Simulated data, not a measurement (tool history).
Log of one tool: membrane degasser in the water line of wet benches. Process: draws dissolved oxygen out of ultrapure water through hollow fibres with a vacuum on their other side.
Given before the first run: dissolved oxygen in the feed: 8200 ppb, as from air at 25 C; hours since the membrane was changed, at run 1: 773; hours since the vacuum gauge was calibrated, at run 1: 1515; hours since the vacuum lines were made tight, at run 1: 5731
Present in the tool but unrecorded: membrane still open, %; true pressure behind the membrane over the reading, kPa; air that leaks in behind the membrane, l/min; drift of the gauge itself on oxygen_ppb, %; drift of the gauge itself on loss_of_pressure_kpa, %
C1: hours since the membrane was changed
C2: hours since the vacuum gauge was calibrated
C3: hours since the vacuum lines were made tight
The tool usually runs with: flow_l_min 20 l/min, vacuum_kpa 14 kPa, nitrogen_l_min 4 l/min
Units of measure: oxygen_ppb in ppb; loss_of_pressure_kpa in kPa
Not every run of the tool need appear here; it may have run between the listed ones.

Run 1, hour 0: usual settings; C1 773; C2 1515; C3 5731. Result: oxygen_ppb 132.2 ppb, loss_of_pressure_kpa 47.77 kPa.
Run 2, hour 31.8: usual settings; C1 805; C2 1547; C3 5763. Result: oxygen_ppb 132.7 ppb, loss_of_pressure_kpa 48.15 kPa.
Run 3, hour 60.6: usual settings; C1 834; C2 1576; C3 5792. Result: oxygen_ppb 133.5 ppb, loss_of_pressure_kpa 47.74 kPa.
Run 4, hour 116.9: usual settings; C1 890; C2 1632; C3 5848. Result: oxygen_ppb 132.7 ppb, loss_of_pressure_kpa 47.96 kPa.
Run 5, hour 151.6: usual settings but nitrogen_l_min 5.86 l/min; C1 925; C2 1667; C3 5883. Result: oxygen_ppb 93 ppb, loss_of_pressure_kpa 47.83 kPa.
Run 6, hour 186.9: usual settings but vacuum_kpa 13.8 kPa, nitrogen_l_min 5.86 l/min; C1 960; C2 1702; C3 5918. Result: oxygen_ppb 92.1 ppb, loss_of_pressure_kpa 47.95 kPa.
Run 7, hour 216.4: usual settings but vacuum_kpa 30.5 kPa, nitrogen_l_min 5.86 l/min; C1 990; C2 1732; C3 5948. Result: oxygen_ppb 226.8 ppb, loss_of_pressure_kpa 47.86 kPa.
Run 8, hour 280.7: usual settings but vacuum_kpa 30.5 kPa, nitrogen_l_min 5.86 l/min; C1 1054; C2 1796; C3 6012. Result: oxygen_ppb 226 ppb, loss_of_pressure_kpa 47.5 kPa.
Run 9, hour 343.8: usual settings but vacuum_kpa 30.5 kPa, nitrogen_l_min 5.86 l/min; C1 1117; C2 1859; C3 6075. Result: oxygen_ppb 228.2 ppb, loss_of_pressure_kpa 47.51 kPa.
Run 10, hour 409.7: usual settings but flow_l_min 19 l/min; C1 1183; C2 1925; C3 6141. Result: oxygen_ppb 127 ppb, loss_of_pressure_kpa 45.44 kPa.
Run 11, hour 444.5: usual settings but flow_l_min 19 l/min, vacuum_kpa 29.9 kPa; C1 1218; C2 1960; C3 6176. Result: oxygen_ppb 301.8 ppb, loss_of_pressure_kpa 45.36 kPa.
Run 12, hour 507.6: usual settings; C1 1281; C2 2023; C3 6239. Result: oxygen_ppb 133.1 ppb, loss_of_pressure_kpa 47.96 kPa.
Run 13, hour 556: usual settings but nitrogen_l_min 3.53 l/min; C1 1329; C2 2071; C3 6287. Result: oxygen_ppb 149.6 ppb, loss_of_pressure_kpa 48.09 kPa.
Run 14, hour 620.5: usual settings but vacuum_kpa 11.3 kPa; C1 1394; C2 2136; C3 6352. Result: oxygen_ppb 100.9 ppb, loss_of_pressure_kpa 47.96 kPa.
Run 15, hour 655.5: usual settings but vacuum_kpa 11.3 kPa; C1 1429; C2 2171; C3 6387. Result: oxygen_ppb 101.9 ppb, loss_of_pressure_kpa 47.82 kPa.
Run 16, hour 702.6: usual settings but vacuum_kpa 11.3 kPa; C1 1476; C2 2218; C3 6434. Result: oxygen_ppb 101.1 ppb, loss_of_pressure_kpa 47.9 kPa.
Run 17, hour 765.2: usual settings but vacuum_kpa 11.3 kPa; C1 1539; C2 2281; C3 6496. Result: oxygen_ppb 100.8 ppb, loss_of_pressure_kpa 47.65 kPa.
Run 18, hour 810.8: usual settings but flow_l_min 19 l/min, vacuum_kpa 34.1 kPa; C1 1584; C2 2326; C3 6542. Result: oxygen_ppb 349.7 ppb, loss_of_pressure_kpa 45.77 kPa.
Run 19, hour 875.8: usual settings but vacuum_kpa 20.8 kPa, nitrogen_l_min 5.99 l/min; C1 1649; C2 2391; C3 6607. Result: oxygen_ppb 146 ppb, loss_of_pressure_kpa 48.23 kPa.
Run 20, hour 924.3: usual settings but vacuum_kpa 20.8 kPa, nitrogen_l_min 5.99 l/min; C1 1698; C2 2440; C3 6656. Result: oxygen_ppb 146.3 ppb, loss_of_pressure_kpa 47.66 kPa.
Run 21, hour 975.3: usual settings but vacuum_kpa 31.1 kPa, nitrogen_l_min 6.75 l/min; C1 1749; C2 2491; C3 6707. Result: oxygen_ppb 203.6 ppb, loss_of_pressure_kpa 47.85 kPa.
Run 22, hour 1017.8: usual settings but vacuum_kpa 31.1 kPa, nitrogen_l_min 6.75 l/min; C1 1791; C2 2533; C3 6749. Result: oxygen_ppb 203 ppb, loss_of_pressure_kpa 47.94 kPa.
Run 23, hour 1052.7: usual settings but flow_l_min 19 l/min, nitrogen_l_min 4.23 l/min; C1 1826; C2 2568; C3 6784. Result: oxygen_ppb 120.1 ppb, loss_of_pressure_kpa 45.26 kPa.
Run 24, hour 1088.2: usual settings but flow_l_min 25 l/min, nitrogen_l_min 8.62 l/min; C1 1862; C2 2603; C3 6819. Result: oxygen_ppb 88.9 ppb, loss_of_pressure_kpa 60.04 kPa.
Run 25, hour 1124.9: usual settings but flow_l_min 25 l/min, nitrogen_l_min 8.62 l/min; C1 1898; C2 2640; C3 6856. Result: oxygen_ppb 89.1 ppb, loss_of_pressure_kpa 59.7 kPa.
Run 26, hour 1168.9: usual settings but flow_l_min 25 l/min, nitrogen_l_min 8.62 l/min; C1 1942; C2 2684; C3 6900. Result: oxygen_ppb 89.3 ppb, loss_of_pressure_kpa 59.88 kPa.
Run 27, hour 1213.1: usual settings but vacuum_kpa 31.9 kPa; C1 1987; C2 2728; C3 6944. Result: oxygen_ppb 341 ppb, loss_of_pressure_kpa 48.05 kPa.
Run 28, hour 1270.6: usual settings but flow_l_min 29 l/min, vacuum_kpa 29.3 kPa, nitrogen_l_min 2.89 l/min; C1 2044; C2 2786; C3 7002. Result: oxygen_ppb 608.3 ppb, loss_of_pressure_kpa 69.86 kPa.
Run 29, hour 1317.6: usual settings but flow_l_min 17 l/min, vacuum_kpa 12.9 kPa; C1 2091; C2 2833; C3 7049. Result: oxygen_ppb 100.8 ppb, loss_of_pressure_kpa 40.81 kPa.
Run 30, hour 1372.5: usual settings but flow_l_min 17 l/min, vacuum_kpa 12.9 kPa; C1 2146; C2 2888; C3 7104. Result: oxygen_ppb 100.8 ppb, loss_of_pressure_kpa 40.81 kPa.
Run 31, hour 1430.3: usual settings but vacuum_kpa 33.4 kPa; C1 2204; C2 2946; C3 7162. Result: oxygen_ppb 357.9 ppb, loss_of_pressure_kpa 47.99 kPa.
Run 32, hour 1489.5: usual settings but flow_l_min 31 l/min, vacuum_kpa 12.3 kPa; C1 2263; C2 3005; C3 7221. Result: oxygen_ppb 202.3 ppb, loss_of_pressure_kpa 74.51 kPa.

4 ways to go on from here, each from the tool as it stands after run 32. What would each give?
Run A, hour 1541.6: usual settings but flow_l_min 24 l/min, vacuum_kpa 9.3 kPa, nitrogen_l_min 2.7 l/min; C1 2315; C2 3057; C3 7273. Result: oxygen_ppb ?, loss_of_pressure_kpa ?.
Run B, hour 1541.6: usual settings but flow_l_min 21 l/min, vacuum_kpa 16.2 kPa; C1 2315; C2 3057; C3 7273. Result: oxygen_ppb ?, loss_of_pressure_kpa ?.
Run C, hour 1541.6: usual settings but vacuum_kpa 19.2 kPa; C1 2315; C2 3057; C3 7273. Result: oxygen_ppb ?, loss_of_pressure_kpa ?.
Run D, hour 1541.6: usual settings but vacuum_kpa 24.9 kPa, nitrogen_l_min 1.85 l/min; C1 2315; C2 3057; C3 7273. Result: oxygen_ppb ?, loss_of_pressure_kpa ?.

run  oxygen_ppb  loss_of_pressure_kpa
  A       137.4                  57.1
  B       167.9                 50.12
  C       194.2                 47.76
  D       523.2                 47.97
Take away the tool's hidden state, keep each run's random variation, and the runs would have read:
run  oxygen_ppb  loss_of_pressure_kpa
  A       137.3                 57.09
  B       167.9                 50.11
  C       194.1                 47.75
  D         523                 47.96

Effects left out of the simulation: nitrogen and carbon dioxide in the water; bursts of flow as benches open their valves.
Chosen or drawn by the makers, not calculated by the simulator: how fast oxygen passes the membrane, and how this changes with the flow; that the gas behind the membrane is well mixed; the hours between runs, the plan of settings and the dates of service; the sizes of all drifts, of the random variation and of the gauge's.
